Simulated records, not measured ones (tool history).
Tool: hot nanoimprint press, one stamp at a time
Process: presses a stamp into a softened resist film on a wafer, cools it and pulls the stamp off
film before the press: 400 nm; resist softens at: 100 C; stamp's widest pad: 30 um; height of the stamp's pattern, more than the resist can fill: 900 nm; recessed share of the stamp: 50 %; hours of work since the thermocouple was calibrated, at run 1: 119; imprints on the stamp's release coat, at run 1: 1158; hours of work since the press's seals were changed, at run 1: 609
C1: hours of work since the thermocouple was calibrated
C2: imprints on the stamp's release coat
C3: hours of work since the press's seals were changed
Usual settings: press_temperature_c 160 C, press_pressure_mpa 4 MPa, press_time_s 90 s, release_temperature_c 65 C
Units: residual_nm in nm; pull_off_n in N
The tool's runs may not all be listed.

run 1 day=0 | press_temperature_c=160 press_pressure_mpa=4 press_time_s=90 release_temperature_c=65 | C1=119 C2=1158 C3=609 | residual_nm=203.6 pull_off_n=150
run 2 day=0.554 | press_temperature_c=160 press_pressure_mpa=4 press_time_s=90 release_temperature_c=50 | C1=127 C2=1209 C3=617 | residual_nm=202.7 pull_off_n=157
run 3 day=1.621 | press_temperature_c=162 press_pressure_mpa=4 press_time_s=90 release_temperature_c=65 | C1=142 C2=1308 C3=632 | residual_nm=182.8 pull_off_n=148
run 4 day=2.379 | press_temperature_c=170 press_pressure_mpa=4 press_time_s=90 release_temperature_c=65 | C1=153 C2=1378 C3=643 | residual_nm=119.1 pull_off_n=146
run 5 day=3.179 | press_temperature_c=170 press_pressure_mpa=4 press_time_s=90 release_temperature_c=71 | C1=165 C2=1452 C3=655 | residual_nm=119 pull_off_n=143
run 6 day=3.775 | press_temperature_c=160 press_pressure_mpa=4.45 press_time_s=90 release_temperature_c=65 | C1=173 C2=1507 C3=663 | residual_nm=192.5 pull_off_n=152
run 7 day=4.367 | press_temperature_c=160 press_pressure_mpa=4.45 press_time_s=90 release_temperature_c=65 | C1=182 C2=1561 C3=672 | residual_nm=192.9 pull_off_n=140
run 8 day=5.433 | press_temperature_c=160 press_pressure_mpa=4 press_time_s=134 release_temperature_c=65 | C1=197 C2=1660 C3=687 | residual_nm=176.4 pull_off_n=153
run 9 day=6.079 | press_temperature_c=160 press_pressure_mpa=4 press_time_s=90 release_temperature_c=71 | C1=206 C2=1720 C3=696 | residual_nm=202.9 pull_off_n=142

The next listed run, before its measurement:
run 10 day=6.871 | press_temperature_c=153 press_pressure_mpa=4 press_time_s=83 release_temperature_c=71 | C1=217 C2=1793 C3=707 | residual_nm=? pull_off_n=?

{"run 10": {"residual_nm": 286.1, "pull_off_n": 142}}
Without the tool's hidden state the same run would have given residual_nm 288 nm, pull_off_n 141 N.
